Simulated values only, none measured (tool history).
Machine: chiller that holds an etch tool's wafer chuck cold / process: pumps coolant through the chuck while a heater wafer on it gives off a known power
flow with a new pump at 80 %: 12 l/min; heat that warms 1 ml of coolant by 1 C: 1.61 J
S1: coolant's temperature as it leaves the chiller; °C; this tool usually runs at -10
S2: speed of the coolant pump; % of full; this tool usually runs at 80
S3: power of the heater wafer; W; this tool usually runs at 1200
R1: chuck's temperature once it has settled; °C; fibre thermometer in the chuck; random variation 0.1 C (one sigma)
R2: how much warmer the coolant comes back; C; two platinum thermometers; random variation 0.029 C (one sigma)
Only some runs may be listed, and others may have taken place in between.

run 1 hour=0.0 | S1=-10 S2=80 S3=1200 | R1=1.1 R2=3.71
run 2 hour=21.9 | S1=-10 S2=80 S3=1200 | R1=1.2 R2=3.70
run 3 hour=53.9 | S1=-10 S2=80 S3=1200 | R1=0.9 R2=3.76
run 4 hour=88.6 | S1=-10 S2=80 S3=1200 | R1=1.0 R2=3.68
run 5 hour=106.0 | S1=-10 S2=80 S3=1200 | R1=1.2 R2=3.73
run 6 hour=136.5 | S1=-10 S2=80 S3=1294 | R1=2.1 R2=3.99
run 7 hour=164.5 | S1=-10 S2=80 S3=1294 | R1=1.8 R2=4.07
run 8 hour=182.4 | S1=-10 S2=80 S3=1294 | R1=2.0 R2=4.05
run 9 hour=206.2 | S1=-10 S2=80 S3=1294 | R1=2.0 R2=4.02
run 10 hour=229.5 | S1=-10 S2=80 S3=1200 | R1=1.3 R2=3.76
run 11 hour=251.4 | S1=-10 S2=80 S3=795 | R1=-2.4 R2=2.42
run 12 hour=279.7 | S1=-10 S2=80 S3=795 | R1=-2.4 R2=2.53
run 13 hour=297.0 | S1=-10 S2=80 S3=806 | R1=-2.1 R2=2.51
run 14 hour=319.1 | S1=-10 S2=80 S3=806 | R1=-2.2 R2=2.52
-- hour=327.2 coolant pump overhauled
run 15 hour=354.1 | S1=-10 S2=80 S3=1200 | R1=1.4 R2=3.74
run 16 hour=370.6 | S1=-10 S2=80 S3=1394 | R1=3.0 R2=4.40

Estimate the outcome of run 17 from the log above:
run 17 hour=392.5 | S1=-10 S2=86 S3=963 | R1=? R2=?

{"run 17": {"R1": -0.9, "R2": 2.79}}
Take away the tool's hidden state, keep the run-to-run variation as it was, and the same run would have given R1 -2.0 °C, R2 2.76 C.
